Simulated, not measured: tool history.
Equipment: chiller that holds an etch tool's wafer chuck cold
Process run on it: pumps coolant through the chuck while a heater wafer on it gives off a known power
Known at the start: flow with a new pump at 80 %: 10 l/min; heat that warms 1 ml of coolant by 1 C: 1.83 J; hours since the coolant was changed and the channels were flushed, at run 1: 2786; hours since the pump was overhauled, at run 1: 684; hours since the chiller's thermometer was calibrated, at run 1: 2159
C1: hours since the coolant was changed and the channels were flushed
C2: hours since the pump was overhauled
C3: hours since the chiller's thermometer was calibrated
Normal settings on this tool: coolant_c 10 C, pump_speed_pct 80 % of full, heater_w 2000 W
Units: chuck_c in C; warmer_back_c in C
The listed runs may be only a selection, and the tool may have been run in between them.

Run 1, hour 0: usual settings; C1 2786; C2 684; C3 2159. Result: chuck_c 30.7 C, warmer_back_c 6.65 C.
Run 2, hour 91: usual settings but coolant_c 2 C; C1 2877; C2 775; C3 2250. Result: chuck_c 22.8 C, warmer_back_c 6.6 C.
Run 3, hour 211.9: usual settings but heater_w 2964 W; C1 2998; C2 896; C3 2371. Result: chuck_c 40.9 C, warmer_back_c 9.85 C.
Run 4, hour 406.7: usual settings but coolant_c 5 C; C1 3192; C2 1090; C3 2566. Result: chuck_c 25.8 C, warmer_back_c 6.74 C.
Run 5, hour 494.9: usual settings but coolant_c 5 C; C1 3281; C2 1179; C3 2654. Result: chuck_c 25.9 C, warmer_back_c 6.73 C.
Run 6, hour 647.5: usual settings but coolant_c 8 C, pump_speed_pct 63 % of full, heater_w 2779 W; C1 3433; C2 1331; C3 2807. Result: chuck_c 42.5 C, warmer_back_c 12.23 C.
Run 7, hour 803.6: usual settings but coolant_c 8 C, pump_speed_pct 63 % of full, heater_w 2779 W; C1 3589; C2 1487; C3 2963. Result: chuck_c 42.7 C, warmer_back_c 12.34 C.
Run 8, hour 967.4: usual settings but coolant_c 8 C, pump_speed_pct 63 % of full, heater_w 2779 W; C1 3753; C2 1651; C3 3127. Result: chuck_c 42.7 C, warmer_back_c 12.32 C.
Run 9, hour 1076.8: usual settings but coolant_c 8 C, pump_speed_pct 64 % of full, heater_w 2779 W; C1 3862; C2 1761; C3 3236. Result: chuck_c 42.5 C, warmer_back_c 12.17 C.

What will run 10 give?
Run 10, hour 1188.6: usual settings but pump_speed_pct 94 % of full, heater_w 2969 W; C1 3974; C2 1872; C3 3348. Result: chuck_c ?, warmer_back_c ?.

Run 10 came out at chuck_c 38.5 C, warmer_back_c 8.48 C.
Were there no unlogged condition in the tool, this run, its random variation unchanged, would have produced chuck_c 36 C, warmer_back_c 8.16 C.
